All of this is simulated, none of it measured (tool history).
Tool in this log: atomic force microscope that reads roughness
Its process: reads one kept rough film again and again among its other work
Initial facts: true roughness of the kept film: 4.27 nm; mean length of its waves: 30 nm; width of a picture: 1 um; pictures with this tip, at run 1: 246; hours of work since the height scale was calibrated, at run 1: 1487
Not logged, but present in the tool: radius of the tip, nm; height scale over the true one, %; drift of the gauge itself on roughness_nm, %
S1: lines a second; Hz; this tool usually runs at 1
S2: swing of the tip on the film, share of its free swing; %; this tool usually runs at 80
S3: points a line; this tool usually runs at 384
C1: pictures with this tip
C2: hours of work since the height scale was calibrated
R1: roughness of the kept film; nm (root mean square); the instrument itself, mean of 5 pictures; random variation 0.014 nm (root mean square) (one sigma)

| run | hour | S1 | S2 | S3 | C1 | C2 | R1 |
|---|---|---|---|---|---|---|---|
| 1 | 0 | 1 | 80 | 384 | 246 | 1487 | 3.409 |
|  | 27.3 | new tip fitted |
| 2 | 42.8 | 1 | 80 | 384 | 36 | 1518 | 3.427 |
| 3 | 95.9 | 1 | 80 | 384 | 159 | 1557 | 3.424 |
| 4 | 120.9 | 1 | 80 | 384 | 217 | 1575 | 3.431 |
|  | 162.4 | new tip fitted |
| 5 | 177.4 | 1 | 80 | 384 | 35 | 1616 | 3.447 |
| 6 | 227.2 | 1 | 80 | 384 | 150 | 1652 | 3.425 |
| 7 | 266.8 | 1 | 80 | 384 | 241 | 1681 | 3.408 |
|  | 296.4 | new tip fitted |
| 8 | 313.8 | 1 | 76 | 384 | 40 | 1715 | 3.46 |
| 9 | 353.6 | 1 | 76 | 384 | 132 | 1745 | 3.441 |
| 10 | 390.8 | 1 | 76 | 384 | 218 | 1772 | 3.418 |
|  | 428.9 | new tip fitted |
| 11 | 442.7 | 0.54 | 76 | 384 | 31 | 1809 | 3.493 |
| 12 | 474.4 | 0.54 | 76 | 919 | 105 | 1833 | 3.523 |
| 13 | 517.9 | 0.54 | 76 | 919 | 205 | 1865 | 3.538 |
|  | 563.2 | new tip fitted |
| 14 | 569.7 | 0.54 | 76 | 919 | 16 | 1902 | 3.523 |
| 15 | 613.5 | 0.54 | 76 | 919 | 117 | 1934 | 3.501 |
| 16 | 646.1 | 0.54 | 76 | 919 | 192 | 1958 | 3.506 |
| 17 | 675.2 | 0.54 | 76 | 919 | 259 | 1979 | 3.524 |
|  | 700 | new tip fitted |
| 18 | 731.8 | 0.54 | 76 | 919 | 74 | 2020 | 3.523 |
| 19 | 776.7 | 0.54 | 76 | 919 | 177 | 2053 | 3.548 |
| 20 | 815.4 | 0.54 | 76 | 919 | 267 | 2082 | 3.527 |
|  | 833.1 | new tip fitted |
| 21 | 848.3 | 0.54 | 76 | 919 | 35 | 2105 | 3.518 |
| 22 | 871 | 0.65 | 61 | 308 | 87 | 2122 | 3.534 |
| 23 | 925.7 | 0.65 | 61 | 308 | 213 | 2162 | 3.509 |
| 24 | 964.7 | 0.76 | 80 | 384 | 303 | 2191 | 3.431 |
|  | 969.1 | new tip fitted |
| 25 | 1017.8 | 1.84 | 63 | 729 | 113 | 2229 | 3.478 |
| 26 | 1056.6 | 3.9 | 61 | 708 | 203 | 2257 | 3.389 |
| 27 | 1085.5 | 3.9 | 88 | 320 | 269 | 2279 | 2.901 |
|  | 1103.4 | new tip fitted |
| 28 | 1124.7 | 1.19 | 77 | 320 | 50 | 2307 | 3.441 |

Forecast each of these 5 alternatives for the next run:
| A | 1158.2 | 1 | 59 | 384 | 127 | 2332 | ? |
| B | 1158.2 | 1.19 | 58 | 466 | 127 | 2332 | ? |
| C | 1158.2 | 0.5 | 73 | 429 | 127 | 2332 | ? |
| D | 1158.2 | 2.02 | 74 | 455 | 127 | 2332 | ? |
| E | 1158.2 | 0.69 | 77 | 320 | 127 | 2332 | ? |

| run | R1 |
|---|---|
| A | 3.504 |
| B | 3.542 |
| C | 3.523 |
| D | 3.338 |
| E | 3.469 |
Without the tool's hidden state the same runs would have given:
| run | R1 |
|---|---|
| A | 3.515 |
| B | 3.552 |
| C | 3.534 |
| D | 3.348 |
| E | 3.48 |
